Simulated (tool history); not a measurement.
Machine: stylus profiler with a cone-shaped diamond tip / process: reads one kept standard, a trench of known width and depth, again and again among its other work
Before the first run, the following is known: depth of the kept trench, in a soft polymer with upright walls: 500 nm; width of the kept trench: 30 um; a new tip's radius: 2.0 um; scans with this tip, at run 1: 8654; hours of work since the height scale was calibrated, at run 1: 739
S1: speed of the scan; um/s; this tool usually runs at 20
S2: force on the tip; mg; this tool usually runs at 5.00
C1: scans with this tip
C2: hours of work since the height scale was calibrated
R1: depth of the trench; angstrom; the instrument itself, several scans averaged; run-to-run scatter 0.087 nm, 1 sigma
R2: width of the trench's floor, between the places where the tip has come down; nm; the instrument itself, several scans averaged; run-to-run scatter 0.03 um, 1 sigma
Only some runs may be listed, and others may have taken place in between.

| run | hour | S1 | S2 | C1 | C2 | R1 | R2 |
|---|---|---|---|---|---|---|---|
| 1 | 0.0 | 20 | 5.00 | 8654 | 739 | 5074.3 | 26690 |
| 2 | 37.6 | 20 | 5.00 | 8980 | 767 | 5073.4 | 26670 |
| 3 | 68.7 | 11 | 5.00 | 9250 | 790 | 5073.6 | 26650 |
| 4 | 96.9 | 11 | 5.00 | 9494 | 811 | 5074.8 | 26700 |
| 5 | 131.0 | 11 | 5.00 | 9790 | 836 | 5074.5 | 26620 |
| 6 | 179.1 | 20 | 1.87 | 10208 | 871 | 5035.2 | 26540 |
| 7 | 222.8 | 20 | 5.00 | 10587 | 904 | 5072.9 | 26520 |
| 8 | 279.3 | 20 | 5.00 | 11078 | 946 | 5072.1 | 26510 |
| 9 | 304.7 | 20 | 10.64 | 11297 | 964 | 5125.5 | 26480 |
| 10 | 352.5 | 20 | 3.15 | 11712 | 1000 | 5051.0 | 26460 |
| 11 | 388.5 | 19 | 3.15 | 12024 | 1027 | 5050.5 | 26400 |
| 12 | 413.7 | 19 | 3.15 | 12243 | 1045 | 5051.9 | 26460 |
| 13 | 443.4 | 20 | 3.22 | 12501 | 1067 | 5050.4 | 26430 |
| 14 | 488.7 | 20 | 6.79 | 12894 | 1101 | 5089.7 | 26430 |
| 15 | 540.7 | 20 | 6.79 | 13345 | 1139 | 5089.7 | 26380 |
| 16 | 590.4 | 20 | 6.79 | 13776 | 1176 | 5091.1 | 26410 |
| 17 | 632.1 | 20 | 6.79 | 14138 | 1207 | 5089.3 | 26360 |
| 18 | 680.2 | 20 | 6.79 | 14555 | 1243 | 5089.7 | 26240 |
|  | 718.9 | new tip fitted, height scale calibrated |
| 19 | 733.1 | 20 | 6.79 | 124 | 11 | 5096.7 | 27240 |
| 20 | 789.7 | 20 | 6.79 | 615 | 52 | 5097.2 | 27270 |
| 21 | 825.0 | 20 | 6.79 | 921 | 79 | 5097.3 | 27220 |
| 22 | 872.0 | 20 | 3.62 | 1328 | 113 | 5062.5 | 27190 |
| 23 | 904.2 | 46 | 3.26 | 1608 | 137 | 5058.1 | 27140 |
| 24 | 959.2 | 11 | 5.00 | 2085 | 178 | 5078.0 | 27160 |
| 25 | 1015.2 | 11 | 5.00 | 2571 | 219 | 5078.6 | 27140 |

Estimate the outcome of run 26 from the log above:
| 26 | 1060.1 | 27 | 6.80 | 2961 | 253 | ? | ? |

Run 26 yielded R1 5096.3 angstrom, R2 27040 nm.
With no hidden state in the tool, this same run would have given R1 5098.8 angstrom, R2 27300 nm.

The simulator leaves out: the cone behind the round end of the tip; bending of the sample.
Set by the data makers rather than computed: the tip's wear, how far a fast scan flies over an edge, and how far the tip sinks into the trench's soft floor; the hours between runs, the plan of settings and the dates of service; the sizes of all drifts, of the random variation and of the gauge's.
